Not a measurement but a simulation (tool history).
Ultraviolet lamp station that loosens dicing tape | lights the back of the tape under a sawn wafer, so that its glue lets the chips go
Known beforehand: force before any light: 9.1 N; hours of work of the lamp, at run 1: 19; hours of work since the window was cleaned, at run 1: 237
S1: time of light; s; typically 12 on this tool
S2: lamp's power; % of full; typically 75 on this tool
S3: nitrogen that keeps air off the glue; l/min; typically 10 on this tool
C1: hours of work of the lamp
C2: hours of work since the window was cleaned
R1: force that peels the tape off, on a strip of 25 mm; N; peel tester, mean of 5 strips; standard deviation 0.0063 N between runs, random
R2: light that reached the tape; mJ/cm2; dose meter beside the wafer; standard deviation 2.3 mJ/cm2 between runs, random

Run 1, day 0.000: usual settings; C1 19; C2 237. Result: R1 0.251 N, R2 195 mJ/cm2.
Run 2, day 0.296: usual settings but S2 82 % of full; C1 24; C2 241. Result: R1 0.186 N, R2 212 mJ/cm2.
Run 3, day 0.492: usual settings but S2 82 % of full; C1 26; C2 244. Result: R1 0.184 N, R2 210 mJ/cm2.
Run 4, day 0.850: usual settings but S3 7 l/min; C1 31; C2 249. Result: R1 0.344 N, R2 195 mJ/cm2.
Run 5, day 1.267: usual settings but S3 7 l/min; C1 37; C2 254. Result: R1 0.345 N, R2 199 mJ/cm2.
Run 6, day 1.654: usual settings but S3 7 l/min; C1 43; C2 260. Result: R1 0.344 N, R2 191 mJ/cm2.
Run 7, day 2.025: usual settings; C1 48; C2 265. Result: R1 0.254 N, R2 196 mJ/cm2.
Run 8, day 2.408: usual settings; C1 53; C2 271. Result: R1 0.255 N, R2 193 mJ/cm2.
Run 9, day 2.700: usual settings; C1 57; C2 275. Result: R1 0.255 N, R2 193 mJ/cm2.
Run 10, day 3.092: usual settings; C1 63; C2 280. Result: R1 0.255 N, R2 192 mJ/cm2.
Run 11, day 3.375: usual settings; C1 67; C2 284. Result: R1 0.255 N, R2 194 mJ/cm2.
Run 12, day 3.742: usual settings; C1 72; C2 289. Result: R1 0.253 N, R2 188 mJ/cm2.
At day 3.800: window cleaned of glue's vapour.
Run 13, day 4.029: usual settings but S3 7 l/min; C1 76; C2 3. Result: R1 0.409 N, R2 185 mJ/cm2.
Run 14, day 4.250: usual settings; C1 79; C2 6. Result: R1 0.286 N, R2 186 mJ/cm2.
Run 15, day 4.583: usual settings but S1 11 s, S2 82 % of full, S3 3 l/min; C1 83; C2 11. Result: R1 0.796 N, R2 187 mJ/cm2.
Run 16, day 4.817: usual settings but S1 11 s, S2 82 % of full, S3 3 l/min; C1 87; C2 14. Result: R1 0.812 N, R2 188 mJ/cm2.
Run 17, day 5.188: usual settings but S1 11 s, S2 86 % of full, S3 3 l/min; C1 92; C2 19. Result: R1 0.737 N, R2 193 mJ/cm2.
Run 18, day 5.454: usual settings but S1 14 s, S2 86 % of full, S3 3 l/min; C1 96; C2 23. Result: R1 0.393 N, R2 245 mJ/cm2.
Run 19, day 5.917: usual settings but S1 14 s, S2 86 % of full, S3 3 l/min; C1 102; C2 30. Result: R1 0.394 N, R2 243 mJ/cm2.
Run 20, day 6.133: usual settings but S1 14 s, S2 86 % of full, S3 3 l/min; C1 105; C2 33. Result: R1 0.379 N, R2 242 mJ/cm2.
At day 6.408: window cleaned of glue's vapour, once more.
Run 21, day 6.512: usual settings but S3 11 l/min; C1 110; C2 1. Result: R1 0.195 N, R2 206 mJ/cm2.
Run 22, day 6.825: usual settings but S1 21 s, S2 89 % of full, S3 4 l/min; C1 115; C2 6. Result: R1 0.068 N, R2 431 mJ/cm2.
Run 23, day 7.050: usual settings but S1 21 s, S2 89 % of full, S3 4 l/min; C1 118; C2 9. Result: R1 0.069 N, R2 429 mJ/cm2.
Run 24, day 7.479: usual settings but S1 21 s, S2 89 % of full, S3 4 l/min; C1 124; C2 15. Result: R1 0.067 N, R2 437 mJ/cm2.
Run 25, day 7.692: usual settings but S1 21 s, S2 89 % of full, S3 4 l/min; C1 127; C2 18. Result: R1 0.061 N, R2 429 mJ/cm2.
Run 26, day 7.929: usual settings but S1 21 s, S2 89 % of full, S3 4 l/min; C1 130; C2 21. Result: R1 0.071 N, R2 431 mJ/cm2.
Run 27, day 8.171: usual settings but S1 8 s, S2 67 % of full, S3 9 l/min; C1 134; C2 25. Result: R1 0.930 N, R2 124 mJ/cm2.

A few steps of R1 between consecutive runs. Split each: what settings, incoming material and random variation would produce without the hidden state, and what is left over for the hidden state, along with gauge scatter present in only one of the two compared results (measured, and without hidden state):
Hidden state present: lamp's light, % of a new lamp's; light that the window lets through, % of a clean one's; drift of the gauge itself on peel_n, %; drift of the gauge itself on dose_mj_cm2, %.
Run 14 -> 15: S1 12 -> 11, S2 75 -> 82, S3 10 -> 3. R1 +0.510 N: hidden state +0.127, all else +0.383.
Run 20 -> 21: S1 14 -> 12, S2 86 -> 75, S3 3 -> 11, window cleaned of glue's vapour, once more. R1 -0.184 N: hidden state -0.119, all else -0.065.
Run 26 -> 27: S1 21 -> 8, S2 89 -> 67, S3 4 -> 9. R1 +0.859 N: hidden state +0.062, all else +0.797.

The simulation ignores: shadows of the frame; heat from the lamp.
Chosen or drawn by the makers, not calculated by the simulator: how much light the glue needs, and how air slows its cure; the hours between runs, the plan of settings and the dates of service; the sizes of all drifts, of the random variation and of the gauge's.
